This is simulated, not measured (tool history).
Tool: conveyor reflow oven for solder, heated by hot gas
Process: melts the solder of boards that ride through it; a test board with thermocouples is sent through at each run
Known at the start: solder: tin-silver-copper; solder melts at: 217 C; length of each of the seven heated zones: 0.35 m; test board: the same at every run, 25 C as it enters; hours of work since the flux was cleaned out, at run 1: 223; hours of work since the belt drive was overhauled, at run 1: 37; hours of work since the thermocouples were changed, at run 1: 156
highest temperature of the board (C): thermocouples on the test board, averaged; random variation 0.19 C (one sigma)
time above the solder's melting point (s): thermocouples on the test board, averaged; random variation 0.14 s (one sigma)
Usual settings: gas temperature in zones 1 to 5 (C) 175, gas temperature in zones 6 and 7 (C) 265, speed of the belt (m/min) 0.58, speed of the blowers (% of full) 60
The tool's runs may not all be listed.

run    day  gas temperature in zones 1 to 5 (C)  gas temperature in zones 6 and 7 (C)  speed of the belt (m/min)  speed of the blowers (% of full)  hours of work since the flux was cleaned out  hours of work since the belt drive was overhauled  hours of work since the thermocouples were changed  highest temperature of the board (C)  time above the solder's melting point (s)
  1      0                                  175                                   265                       0.58                                60                                           223                                                 37                                                 156                                 253.5                                       56.3
  2  0.475                                  175                                   265                       0.58                                60                                           228                                                 42                                                 161                                 253.4                                       56.4
  3      1                                  175                                   265                       0.58                                88                                           233                                                 47                                                 166                                 257.3                                       59.2
  4  1.454                                  175                                   265                       0.58                                65                                           237                                                 52                                                 171                                 254.4                                       56.9
  5  1.962                                  175                                   265                       0.58                                65                                           243                                                 57                                                 176                                 254.4                                       56.9
  6  2.404                                  175                                   265                       0.58                                65                                           247                                                 61                                                 180                                 254.8                                       56.9
  7  2.696                                  175                                   265                       0.58                                60                                           250                                                 64                                                 183                                 253.6                                       56.3
  8  3.188                                  175                                   274                       0.58                                60                                           255                                                 69                                                 188                                 261.5                                       60.7

Forecast run 9:
  9  3.542                                  182                                   265                      0.543                                60                                           259                                                 73                                                 192                                     ?                                          ?

highest temperature of the board (C): 255.8
time above the solder's melting point (s): 64.7
Without the tool's hidden state the same run would have given highest temperature of the board (C) 255.2, time above the solder's melting point (s) 64.6.
